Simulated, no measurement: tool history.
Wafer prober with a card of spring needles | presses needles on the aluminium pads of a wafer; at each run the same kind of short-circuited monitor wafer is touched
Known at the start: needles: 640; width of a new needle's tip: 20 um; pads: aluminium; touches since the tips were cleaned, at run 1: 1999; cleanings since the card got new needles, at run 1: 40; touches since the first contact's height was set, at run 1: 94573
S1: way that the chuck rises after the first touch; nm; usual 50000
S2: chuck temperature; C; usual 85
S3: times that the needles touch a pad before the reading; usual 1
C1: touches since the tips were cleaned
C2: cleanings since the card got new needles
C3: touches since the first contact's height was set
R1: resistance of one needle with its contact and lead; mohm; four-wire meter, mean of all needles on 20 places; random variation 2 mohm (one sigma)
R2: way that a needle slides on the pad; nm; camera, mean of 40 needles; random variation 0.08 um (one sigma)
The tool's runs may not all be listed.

run	hour	S1	S2	S3	C1	C2	C3	R1	R2
1	0	50000	85	1	1999	40	94573	296	11230
# hour 20.1: tips cleaned on abrasive film
2	31.6	50000	85	1	3415	41	103889	329	11250
# hour 47: tips cleaned on abrasive film
# hour 70: tips cleaned on abrasive film
3	72.3	50000	85	1	695	43	115849	260	11290
# hour 95.7: tips cleaned on abrasive film
4	113.5	50000	85	2	5263	44	127970	305	10990
# hour 118.7: tips cleaned on abrasive film
# hour 146.3: tips cleaned on abrasive film
5	158.8	50000	85	2	3712	46	141308	285	11280
# hour 171.3: tips cleaned on abrasive film
# hour 196.1: tips cleaned on abrasive film
# hour 221.4: tips cleaned on abrasive film
6	224.2	50000	85	2	845	49	160534	249	11110
# hour 245.5: tips cleaned on abrasive film
# hour 272.2: tips cleaned on abrasive film
7	281.4	32000	43	2	2714	51	177350	377	6910
# hour 297.7: tips cleaned on abrasive film
8	317.3	32000	43	2	5808	52	187949	457	6880
# hour 320.9: tips cleaned on abrasive film
# hour 345.2: tips cleaned on abrasive film
# hour 369: tips cleaned on abrasive film
9	383.8	39000	47	2	4357	55	207483	358	8510
# hour 394.5: tips cleaned on abrasive film
# hour 413.2: height of the first contact set anew
# hour 418.9: tips cleaned on abrasive film
10	429.7	39000	47	2	3186	57	4839	330	8920
# hour 445: tips cleaned on abrasive film
# hour 470.7: tips cleaned on abrasive film
11	478.8	36000	45	2	2410	59	19289	332	8210
# hour 496.2: tips cleaned on abrasive film
12	510.4	36000	45	2	4191	60	28591	363	8090

Some steps in R1 between neighbouring runs. How much of each would the tool show without its hidden state too (settings, what came in, random variation), and how much is left for the hidden state, with any gauge scatter that isn't in both results?
The hidden state here: debris on the tips, nm; way that the needles fall short of the set height, um; tips' diameter, um; drift of the gauge itself on contact_mohm, %; drift of the gauge itself on scrub_um, %.
Run 6 -> 7: S1 50000 -> 32000, S2 85 -> 43, tips cleaned on abrasive film, tips cleaned on abrasive film. R1 +128 mohm: hidden state +131, all else -3.
